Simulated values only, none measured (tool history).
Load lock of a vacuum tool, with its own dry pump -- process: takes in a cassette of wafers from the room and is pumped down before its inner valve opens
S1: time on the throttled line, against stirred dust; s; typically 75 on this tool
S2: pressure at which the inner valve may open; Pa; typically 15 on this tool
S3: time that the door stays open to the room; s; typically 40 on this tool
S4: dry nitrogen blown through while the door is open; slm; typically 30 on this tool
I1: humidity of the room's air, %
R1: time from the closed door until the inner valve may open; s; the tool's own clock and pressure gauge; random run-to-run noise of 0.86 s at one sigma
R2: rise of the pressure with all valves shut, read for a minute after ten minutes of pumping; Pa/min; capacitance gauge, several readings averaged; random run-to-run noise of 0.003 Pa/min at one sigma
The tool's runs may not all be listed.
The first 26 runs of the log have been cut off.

run 27 hour=11533.9 | S1=85 S2=11 S3=62 S4=8 | I1=41.6 | R1=155.1 R2=0.052
-- hour=11569.6 dry pump taken out, an overhauled one fitted
run 28 hour=12141.2 | S1=80 S2=20 S3=31 S4=6 | I1=44.9 | R1=135.6 R2=0.062
run 29 hour=12640.4 | S1=75 S2=15 S3=55 S4=30 | I1=41.2 | R1=134.9 R2=0.053
run 30 hour=13118.4 | S1=88 S2=25 S3=40 S4=13 | I1=42.1 | R1=141.2 R2=0.062
run 31 hour=13384.7 | S1=47 S2=10 S3=25 S4=13 | I1=42.6 | R1=120.4 R2=0.064
run 32 hour=13852.5 | S1=47 S2=29 S3=25 S4=7 | I1=43.6 | R1=109 R2=0.085
run 33 hour=14156.6 | S1=47 S2=29 S3=25 S4=7 | I1=43.6 | R1=109.1 R2=0.087
run 34 hour=14523.9 | S1=127 S2=29 S3=44 S4=12 | I1=48.1 | R1=166.5 R2=0.098
run 35 hour=14807.3 | S1=75 S2=15 S3=40 S4=30 | I1=47.3 | R1=136.4 R2=0.091
run 36 hour=15132.8 | S1=75 S2=15 S3=40 S4=30 | I1=46.9 | R1=136.9 R2=0.097
run 37 hour=15409.2 | S1=75 S2=20 S3=30 S4=30 | I1=45.5 | R1=133.9 R2=0.097

Branching from run 37: 4 alternative next runs. What would each branch give?
run A hour=16049.8 | S1=75 S2=19 S3=30 S4=29 | I1=45 | R1=? R2=?
run B hour=16049.8 | S1=75 S2=24 S3=40 S4=30 | I1=45.4 | R1=? R2=?
run C hour=16049.8 | S1=43 S2=20 S3=148 S4=30 | I1=44.5 | R1=? R2=?
run D hour=16049.8 | S1=75 S2=29 S3=30 S4=30 | I1=42.4 | R1=? R2=?

run=A R1=136.4 R2=0.109
run=B R1=132.6 R2=0.111
run=C R1=111.6 R2=0.125
run=D R1=130.6 R2=0.11
The same runs, with their run-to-run variation unchanged, on a tool lacking any hidden condition would have given:
run=A R1=132.7 R2=0.022
run=B R1=129 R2=0.023
run=C R1=107.4 R2=0.035
run=D R1=127.1 R2=0.022
